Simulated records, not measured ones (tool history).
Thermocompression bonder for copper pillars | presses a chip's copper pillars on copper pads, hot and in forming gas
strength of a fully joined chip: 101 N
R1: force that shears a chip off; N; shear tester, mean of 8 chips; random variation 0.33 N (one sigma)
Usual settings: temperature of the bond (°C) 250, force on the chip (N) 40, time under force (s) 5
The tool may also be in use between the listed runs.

run 1 hour=0 | temperature_of_the_bond_(°C)=250 force_on_the_chip_(N)=40 time_under_force_(s)=5 | R1=41.7
run 2 hour=29.9 | temperature_of_the_bond_(°C)=250 force_on_the_chip_(N)=40 time_under_force_(s)=5 | R1=41.3
run 3 hour=70 | temperature_of_the_bond_(°C)=250 force_on_the_chip_(N)=40 time_under_force_(s)=5 | R1=41
run 4 hour=112.7 | temperature_of_the_bond_(°C)=250 force_on_the_chip_(N)=40 time_under_force_(s)=3 | R1=33.5
run 5 hour=154.4 | temperature_of_the_bond_(°C)=250 force_on_the_chip_(N)=40 time_under_force_(s)=3 | R1=33
-- hour=161.8 forming gas filter changed
run 6 hour=181.4 | temperature_of_the_bond_(°C)=250 force_on_the_chip_(N)=40 time_under_force_(s)=3 | R1=35
run 7 hour=217.3 | temperature_of_the_bond_(°C)=250 force_on_the_chip_(N)=40 time_under_force_(s)=3 | R1=35.5
run 8 hour=243.1 | temperature_of_the_bond_(°C)=250 force_on_the_chip_(N)=40 time_under_force_(s)=5 | R1=42.1
run 9 hour=278.2 | temperature_of_the_bond_(°C)=250 force_on_the_chip_(N)=40 time_under_force_(s)=5 | R1=41.9
run 10 hour=317.2 | temperature_of_the_bond_(°C)=250 force_on_the_chip_(N)=40 time_under_force_(s)=5 | R1=42.4
run 11 hour=342.7 | temperature_of_the_bond_(°C)=250 force_on_the_chip_(N)=40 time_under_force_(s)=5 | R1=42.1
run 12 hour=389.6 | temperature_of_the_bond_(°C)=250 force_on_the_chip_(N)=40 time_under_force_(s)=5 | R1=41.5
run 13 hour=422 | temperature_of_the_bond_(°C)=250 force_on_the_chip_(N)=40 time_under_force_(s)=5 | R1=41.3
run 14 hour=450.2 | temperature_of_the_bond_(°C)=250 force_on_the_chip_(N)=40 time_under_force_(s)=5 | R1=41.6
run 15 hour=497.8 | temperature_of_the_bond_(°C)=250 force_on_the_chip_(N)=40 time_under_force_(s)=5 | R1=40.1
-- hour=513.5 forming gas filter changed
run 16 hour=535.7 | temperature_of_the_bond_(°C)=243 force_on_the_chip_(N)=45 time_under_force_(s)=5 | R1=42.8
run 17 hour=555.4 | temperature_of_the_bond_(°C)=265 force_on_the_chip_(N)=39 time_under_force_(s)=8 | R1=61.3
-- hour=560 force cell calibrated
run 18 hour=579.2 | temperature_of_the_bond_(°C)=275 force_on_the_chip_(N)=40 time_under_force_(s)=5 | R1=59.4
run 19 hour=624.4 | temperature_of_the_bond_(°C)=275 force_on_the_chip_(N)=40 time_under_force_(s)=5 | R1=58.2
run 20 hour=653.6 | temperature_of_the_bond_(°C)=250 force_on_the_chip_(N)=40 time_under_force_(s)=5 | R1=41.4
-- hour=657.1 force cell calibrated, once more
run 21 hour=679.7 | temperature_of_the_bond_(°C)=221 force_on_the_chip_(N)=36 time_under_force_(s)=5 | R1=23.1
run 22 hour=718 | temperature_of_the_bond_(°C)=270 force_on_the_chip_(N)=40 time_under_force_(s)=5 | R1=56.5
run 23 hour=755.7 | temperature_of_the_bond_(°C)=270 force_on_the_chip_(N)=40 time_under_force_(s)=5 | R1=56.8
run 24 hour=777.3 | temperature_of_the_bond_(°C)=255 force_on_the_chip_(N)=29 time_under_force_(s)=5 | R1=33.6
run 25 hour=813.1 | temperature_of_the_bond_(°C)=222 force_on_the_chip_(N)=40 time_under_force_(s)=5 | R1=26.1
run 26 hour=842.3 | temperature_of_the_bond_(°C)=240 force_on_the_chip_(N)=32 time_under_force_(s)=8 | R1=34.5
-- hour=869.8 forming gas filter changed
run 27 hour=876.6 | temperature_of_the_bond_(°C)=223 force_on_the_chip_(N)=32 time_under_force_(s)=8 | R1=26.9
run 28 hour=917.6 | temperature_of_the_bond_(°C)=231 force_on_the_chip_(N)=59 time_under_force_(s)=8 | R1=55.3

Forecast each of these 3 alternatives for the next run:
run A hour=944.5 | temperature_of_the_bond_(°C)=231 force_on_the_chip_(N)=59 time_under_force_(s)=3 | R1=?
run B hour=944.5 | temperature_of_the_bond_(°C)=252 force_on_the_chip_(N)=40 time_under_force_(s)=5 | R1=?
run C hour=944.5 | temperature_of_the_bond_(°C)=262 force_on_the_chip_(N)=59 time_under_force_(s)=8 | R1=?

run=A R1=38.4
run=B R1=45.8
run=C R1=78.5
Without the tool's hidden state the same runs would have given:
run=A R1=35.9
run=B R1=43.4
run=C R1=76.6

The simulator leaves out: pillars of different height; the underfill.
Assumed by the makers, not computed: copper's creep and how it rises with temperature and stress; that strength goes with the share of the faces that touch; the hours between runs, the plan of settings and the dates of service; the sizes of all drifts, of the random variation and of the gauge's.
